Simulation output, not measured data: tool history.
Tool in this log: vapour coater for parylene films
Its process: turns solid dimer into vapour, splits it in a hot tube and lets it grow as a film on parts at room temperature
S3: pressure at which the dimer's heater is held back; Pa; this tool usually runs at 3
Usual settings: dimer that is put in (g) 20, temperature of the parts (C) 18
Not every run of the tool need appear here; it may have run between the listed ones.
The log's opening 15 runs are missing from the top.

Run 16, hour 350.3: usual settings. Result: thickness of the film (µm) 16.78.
Run 17, hour 370: usual settings but dimer that is put in (g) 18. Result: thickness of the film (µm) 15.01.
At hour 376: trap's valve overhauled.
Run 18, hour 406.1: usual settings but dimer that is put in (g) 18. Result: thickness of the film (µm) 14.53.
Run 19, hour 438.7: usual settings but dimer that is put in (g) 18. Result: thickness of the film (µm) 14.54.
Run 20, hour 459.1: usual settings but S3 2.27 Pa. Result: thickness of the film (µm) 16.93.
Run 21, hour 485.8: usual settings but dimer that is put in (g) 10. Result: thickness of the film (µm) 8.05.
At hour 496.8: trap's valve overhauled, once more.
Run 22, hour 519.5: usual settings but dimer that is put in (g) 10. Result: thickness of the film (µm) 9.46.
Run 23, hour 550.9: usual settings but dimer that is put in (g) 10. Result: thickness of the film (µm) 9.17.
Run 24, hour 576.3: usual settings but dimer that is put in (g) 10. Result: thickness of the film (µm) 9.1.
Run 25, hour 598: usual settings but temperature of the parts (C) 19. Result: thickness of the film (µm) 17.15.
Run 26, hour 626.8: usual settings but dimer that is put in (g) 29, temperature of the parts (C) 17, S3 8.24 Pa. Result: thickness of the film (µm) 22.61.
Run 27, hour 645: usual settings but temperature of the parts (C) 27, S3 6.21 Pa. Result: thickness of the film (µm) 10.54.
Run 28, hour 673.6: usual settings but dimer that is put in (g) 10. Result: thickness of the film (µm) 9.05.
Run 29, hour 706.8: usual settings but dimer that is put in (g) 10. Result: thickness of the film (µm) 8.89.
Run 30, hour 731.9: usual settings but dimer that is put in (g) 32, temperature of the parts (C) 20, S3 11.31 Pa. Result: thickness of the film (µm) 19.91.
Run 31, hour 750.3: usual settings but dimer that is put in (g) 32, temperature of the parts (C) 20, S3 11.31 Pa. Result: thickness of the film (µm) 20.06.
Run 32, hour 780: usual settings but dimer that is put in (g) 32, temperature of the parts (C) 20, S3 11.31 Pa. Result: thickness of the film (µm) 19.66.
Run 33, hour 797.4: usual settings but dimer that is put in (g) 32, temperature of the parts (C) 16, S3 7.01 Pa. Result: thickness of the film (µm) 25.7.
Run 34, hour 821.4: usual settings but dimer that is put in (g) 32, temperature of the parts (C) 16, S3 7.01 Pa. Result: thickness of the film (µm) 25.61.
Run 35, hour 844.5: usual settings but dimer that is put in (g) 14, temperature of the parts (C) 16. Result: thickness of the film (µm) 12.92.
Run 36, hour 877: usual settings but dimer that is put in (g) 8, temperature of the parts (C) 23, S3 3.39 Pa. Result: thickness of the film (µm) 5.21.
Run 37, hour 906.9: usual settings but dimer that is put in (g) 26, S3 6.19 Pa. Result: thickness of the film (µm) 19.07.
At hour 930: trap's valve overhauled.
Run 38, hour 944.6: usual settings but temperature of the parts (C) 19, S3 5.74 Pa. Result: thickness of the film (µm) 16.05.
Run 39, hour 968.4: usual settings but dimer that is put in (g) 16, temperature of the parts (C) 19, S3 5.74 Pa. Result: thickness of the film (µm) 12.67.
Run 40, hour 996.3: usual settings but dimer that is put in (g) 16, temperature of the parts (C) 19, S3 5.74 Pa. Result: thickness of the film (µm) 12.72.

Expected results for the next run?
Run 41, hour 1013.9: usual settings but dimer that is put in (g) 24, temperature of the parts (C) 14, S3 5.74 Pa. Result: thickness of the film (µm) ?.

{"run 41": {"thickness of the film (µm)": 23.45}}
Were there no unlogged condition in the tool, this run, its random variation unchanged, would have produced thickness of the film (µm) 23.54.
